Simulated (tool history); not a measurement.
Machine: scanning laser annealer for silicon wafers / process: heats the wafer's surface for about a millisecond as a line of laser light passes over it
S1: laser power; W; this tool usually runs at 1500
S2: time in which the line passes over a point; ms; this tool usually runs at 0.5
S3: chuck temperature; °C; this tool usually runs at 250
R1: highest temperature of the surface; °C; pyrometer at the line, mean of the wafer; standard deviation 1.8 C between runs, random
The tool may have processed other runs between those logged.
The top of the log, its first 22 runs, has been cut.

run 23 day=15.983 | S1=1500 S2=0.5 S3=236 | R1=1024
run 24 day=16.775 | S1=1452 S2=0.5 S3=251 | R1=1009
run 25 day=17.175 | S1=1452 S2=0.465 S3=251 | R1=979
run 26 day=17.983 | S1=1452 S2=0.465 S3=251 | R1=978
-- day=18.538 window over the wafer cleaned
run 27 day=18.867 | S1=1500 S2=0.462 S3=231 | R1=1010
run 28 day=19.583 | S1=1500 S2=0.462 S3=231 | R1=1010
run 29 day=20 | S1=1391 S2=0.5 S3=246 | R1=995
run 30 day=20.867 | S1=1391 S2=0.5 S3=246 | R1=995
run 31 day=21.683 | S1=1591 S2=0.557 S3=250 | R1=1173
run 32 day=22.288 | S1=1500 S2=0.5 S3=251 | R1=1063
run 33 day=23.142 | S1=1500 S2=0.5 S3=251 | R1=1063
run 34 day=23.658 | S1=1500 S2=0.5 S3=251 | R1=1063
run 35 day=24.146 | S1=1500 S2=0.5 S3=251 | R1=1064
run 36 day=24.983 | S1=1500 S2=0.5 S3=251 | R1=1063
run 37 day=25.538 | S1=1500 S2=0.5 S3=251 | R1=1062

5 options for the next run, each taken on its own from the tool as it stands now. Forecast them:
run A day=26.258 | S1=1500 S2=0.5 S3=224 | R1=?
run B day=26.258 | S1=1500 S2=0.5 S3=211 | R1=?
run C day=26.258 | S1=1356 S2=0.58 S3=250 | R1=?
run D day=26.258 | S1=1597 S2=0.376 S3=229 | R1=?
run E day=26.258 | S1=1519 S2=0.5 S3=278 | R1=?

run=A R1=1035
run=B R1=1020
run=C R1=1040
run=D R1=965
run=E R1=1096
What these runs would have given with no unlogged condition in the tool:
run=A R1=1047
run=B R1=1032
run=C R1=1052
run=D R1=976
run=E R1=1109
